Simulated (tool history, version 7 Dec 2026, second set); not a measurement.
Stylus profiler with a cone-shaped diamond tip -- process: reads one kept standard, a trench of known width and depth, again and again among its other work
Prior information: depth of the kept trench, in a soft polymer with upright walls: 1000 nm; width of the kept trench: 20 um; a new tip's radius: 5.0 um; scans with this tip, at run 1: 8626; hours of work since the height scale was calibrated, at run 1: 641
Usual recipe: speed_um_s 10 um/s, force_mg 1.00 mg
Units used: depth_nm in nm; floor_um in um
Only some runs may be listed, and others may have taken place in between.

| run | hour | speed_um_s | force_mg | scans with this tip | hours of work since the height scale was calibrated | depth_nm | floor_um |
|---|---|---|---|---|---|---|---|
| 1 | 0.0 | 10 | 1.00 | 8626 | 641 | 1007.06 | 13.01 |
| 2 | 21.3 | 10 | 0.52 | 8782 | 652 | 1004.02 | 12.95 |
| 3 | 62.4 | 10 | 0.52 | 9084 | 675 | 1004.06 | 12.89 |
| 4 | 89.1 | 13 | 1.00 | 9279 | 689 | 1006.82 | 12.96 |
| 5 | 112.9 | 10 | 1.00 | 9454 | 702 | 1007.06 | 12.91 |
| 6 | 149.7 | 10 | 1.39 | 9723 | 722 | 1008.78 | 12.90 |
|  | 152.3 | height scale calibrated on a step standard |
| 7 | 187.4 | 3 | 0.41 | 9997 | 19 | 1002.86 | 12.95 |
|  | 237.0 | height scale calibrated on a step standard, once more |
| 8 | 237.0 | 5 | 0.41 | 10356 | 0 | 1004.51 | 12.85 |
| 9 | 274.7 | 13 | 0.76 | 10633 | 21 | 1006.71 | 12.68 |
| 10 | 318.3 | 20 | 0.43 | 10952 | 44 | 1004.97 | 12.52 |
| 11 | 358.9 | 20 | 0.43 | 11250 | 66 | 1004.82 | 12.52 |
| 12 | 409.8 | 15 | 0.50 | 11623 | 94 | 1005.14 | 12.60 |

Here are 3 independent what-if runs from the current tool condition. What would each one return?
| A | 460.6 | 2 | 0.35 | 11995 | 122 | ? | ? |
| B | 460.6 | 19 | 2.55 | 11995 | 122 | ? | ? |
| C | 460.6 | 15 | 0.99 | 11995 | 122 | ? | ? |

| run | depth_nm | floor_um |
|---|---|---|
| A | 1003.95 | 12.72 |
| B | 1015.33 | 12.67 |
| C | 1008.39 | 12.60 |
Without the tool's unlogged condition, the same runs would have read:
| run | depth_nm | floor_um |
|---|---|---|
| A | 1003.89 | 13.97 |
| B | 1015.28 | 13.92 |
| C | 1008.34 | 13.86 |
